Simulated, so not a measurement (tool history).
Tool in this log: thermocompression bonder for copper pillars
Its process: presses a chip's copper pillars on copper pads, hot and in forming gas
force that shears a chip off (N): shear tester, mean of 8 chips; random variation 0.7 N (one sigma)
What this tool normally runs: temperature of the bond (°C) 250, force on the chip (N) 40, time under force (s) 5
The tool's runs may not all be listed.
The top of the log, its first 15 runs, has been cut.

run    hour  temperature of the bond (°C)  force on the chip (N)  time under force (s)  force that shears a chip off (N)
 16   620.4                           267                     40                     5                              73.1
      644.9  -- forming gas filter changed
 17   651.4                           250                     40                     7                              77.1
 18   696.8                           250                     40                     7                              77.4
 19   744.3                           250                     40                     7                              76.0
 20   772.8                           250                     40                     5                              69.2
 21   811.0                           237                     27                     5                              41.2
 22   837.0                           237                     27                     9                              52.4
 23   891.7                           237                     39                     3                              47.0
 24   922.8                           237                     39                     3                              46.5
 25   949.1                           237                     27                     6                              43.5
 26   984.6                           250                     40                    11                              83.5
 27  1039.8                           227                     51                    11                              81.3
 28  1091.0                           225                     30                    10                              50.7
 29  1134.9                           250                     40                    10                              80.1
 30  1171.0                           264                     37                    10                              84.0
 31  1213.5                           250                     43                     5                              67.1
 32  1254.7                           250                     43                     5                              65.2
 33  1279.3                           279                     28                    14                              83.2
 34  1324.0                           250                     25                    11                              55.3
 35  1347.0                           269                     32                     3                              50.0
     1362.6  -- forming gas filter changed
     1373.3  -- force cell calibrated
 36  1384.2                           275                     40                     5                              79.6
 37  1409.7                           277                     40                     5                              82.5
 38  1444.5                           272                     40                     5                              79.6
 39  1467.8                           233                     55                     6                              76.1
 40  1501.5                           237                     34                     5                              48.4

What if the next run were any one of these 4? Each begins from the tool's condition after run 40:
  A  1552.9                           270                     40                    12                                 ?
  B  1552.9                           237                     50                     7                                 ?
  C  1552.9                           230                     40                    12                                 ?
  D  1552.9                           274                     40                     5                                 ?

run  force that shears a chip off (N)
  A                              96.5
  B                              75.0
  C                              70.5
  D                              77.3
Without the tool's hidden state the same runs would have given:
run  force that shears a chip off (N)
  A                             104.7
  B                              83.9
  C                              79.5
  D                              85.2
